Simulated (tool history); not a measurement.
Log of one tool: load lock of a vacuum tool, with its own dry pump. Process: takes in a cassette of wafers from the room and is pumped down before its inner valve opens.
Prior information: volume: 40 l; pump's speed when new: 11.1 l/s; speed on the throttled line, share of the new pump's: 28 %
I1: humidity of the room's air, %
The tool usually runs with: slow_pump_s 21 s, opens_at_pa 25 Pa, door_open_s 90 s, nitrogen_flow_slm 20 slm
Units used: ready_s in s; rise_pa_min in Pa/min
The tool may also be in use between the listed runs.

{"run": 1, "hour": 0.0, "slow_pump_s": 21, "opens_at_pa": 25, "door_open_s": 90, "nitrogen_flow_slm": 20, "I1": 44.9, "ready_s": 46.9, "rise_pa_min": 0.084}
{"run": 2, "hour": 214.1, "slow_pump_s": 21, "opens_at_pa": 25, "door_open_s": 90, "nitrogen_flow_slm": 21, "I1": 46.0, "ready_s": 46.0, "rise_pa_min": 0.078}
{"run": 3, "hour": 576.7, "slow_pump_s": 21, "opens_at_pa": 25, "door_open_s": 90, "nitrogen_flow_slm": 21, "I1": 44.8, "ready_s": 46.5, "rise_pa_min": 0.08}
{"run": 4, "hour": 942.7, "slow_pump_s": 21, "opens_at_pa": 25, "door_open_s": 62, "nitrogen_flow_slm": 21, "I1": 44.9, "ready_s": 46.6, "rise_pa_min": 0.083}
{"run": 5, "hour": 1223.3, "slow_pump_s": 21, "opens_at_pa": 25, "door_open_s": 90, "nitrogen_flow_slm": 20, "I1": 45.0, "ready_s": 46.6, "rise_pa_min": 0.087}
{"run": 6, "hour": 1596.7, "slow_pump_s": 21, "opens_at_pa": 25, "door_open_s": 90, "nitrogen_flow_slm": 20, "I1": 44.2, "ready_s": 47.5, "rise_pa_min": 0.088}
{"run": 7, "hour": 1881.3, "slow_pump_s": 21, "opens_at_pa": 25, "door_open_s": 90, "nitrogen_flow_slm": 18, "I1": 44.2, "ready_s": 47.1, "rise_pa_min": 0.089}
{"run": 8, "hour": 2219.1, "slow_pump_s": 21, "opens_at_pa": 25, "door_open_s": 90, "nitrogen_flow_slm": 18, "I1": 45.5, "ready_s": 47.0, "rise_pa_min": 0.094}
{"run": 9, "hour": 2451.6, "slow_pump_s": 21, "opens_at_pa": 25, "door_open_s": 90, "nitrogen_flow_slm": 20, "I1": 45.5, "ready_s": 46.2, "rise_pa_min": 0.097}
{"run": 10, "hour": 2698.6, "slow_pump_s": 21, "opens_at_pa": 25, "door_open_s": 90, "nitrogen_flow_slm": 28, "I1": 44.8, "ready_s": 47.5, "rise_pa_min": 0.091}
{"run": 11, "hour": 2906.9, "slow_pump_s": 21, "opens_at_pa": 22, "door_open_s": 30, "nitrogen_flow_slm": 20, "I1": 41.8, "ready_s": 47.8, "rise_pa_min": 0.091}
{"run": 12, "hour": 3176.2, "slow_pump_s": 21, "opens_at_pa": 25, "door_open_s": 90, "nitrogen_flow_slm": 5, "I1": 47.8, "ready_s": 47.5, "rise_pa_min": 0.124}
{"run": 13, "hour": 3587.2, "slow_pump_s": 21, "opens_at_pa": 25, "door_open_s": 90, "nitrogen_flow_slm": 5, "I1": 49.8, "ready_s": 47.5, "rise_pa_min": 0.128}
{"run": 14, "hour": 3835.2, "slow_pump_s": 38, "opens_at_pa": 32, "door_open_s": 195, "nitrogen_flow_slm": 11, "I1": 43.4, "ready_s": 58.0, "rise_pa_min": 0.12}
{"run": 15, "hour": 4082.2, "slow_pump_s": 19, "opens_at_pa": 25, "door_open_s": 90, "nitrogen_flow_slm": 20, "I1": 42.6, "ready_s": 46.4, "rise_pa_min": 0.106}
{"run": 16, "hour": 4426.2, "slow_pump_s": 19, "opens_at_pa": 25, "door_open_s": 90, "nitrogen_flow_slm": 29, "I1": 44.6, "ready_s": 45.8, "rise_pa_min": 0.103}
{"run": 17, "hour": 4688.0, "slow_pump_s": 19, "opens_at_pa": 25, "door_open_s": 90, "nitrogen_flow_slm": 29, "I1": 42.5, "ready_s": 46.5, "rise_pa_min": 0.104}
{"run": 18, "hour": 4975.1, "slow_pump_s": 19, "opens_at_pa": 24, "door_open_s": 151, "nitrogen_flow_slm": 29, "I1": 42.6, "ready_s": 46.4, "rise_pa_min": 0.109}

Consider 3 possible next runs. They are alternatives, not a sequence: every one starts from the tool as it was left by run 18. What does each give?
{"run": "A", "hour": 5221.2, "slow_pump_s": 24, "opens_at_pa": 27, "door_open_s": 151, "nitrogen_flow_slm": 15, "I1": 45.6, "ready_s": "?", "rise_pa_min": "?"}
{"run": "B", "hour": 5221.2, "slow_pump_s": 19, "opens_at_pa": 48, "door_open_s": 185, "nitrogen_flow_slm": 29, "I1": 48.9, "ready_s": "?", "rise_pa_min": "?"}
{"run": "C", "hour": 5221.2, "slow_pump_s": 10, "opens_at_pa": 25, "door_open_s": 179, "nitrogen_flow_slm": 29, "I1": 43.6, "ready_s": "?", "rise_pa_min": "?"}

run=A ready_s=49.2 rise_pa_min=0.122
run=B ready_s=43.8 rise_pa_min=0.121
run=C ready_s=40.0 rise_pa_min=0.111
Take away the tool's hidden state, keep each run's random variation, and the runs would have read:
run=A ready_s=46.8 rise_pa_min=0.031
run=B ready_s=41.5 rise_pa_min=0.029
run=C ready_s=37.2 rise_pa_min=0.019

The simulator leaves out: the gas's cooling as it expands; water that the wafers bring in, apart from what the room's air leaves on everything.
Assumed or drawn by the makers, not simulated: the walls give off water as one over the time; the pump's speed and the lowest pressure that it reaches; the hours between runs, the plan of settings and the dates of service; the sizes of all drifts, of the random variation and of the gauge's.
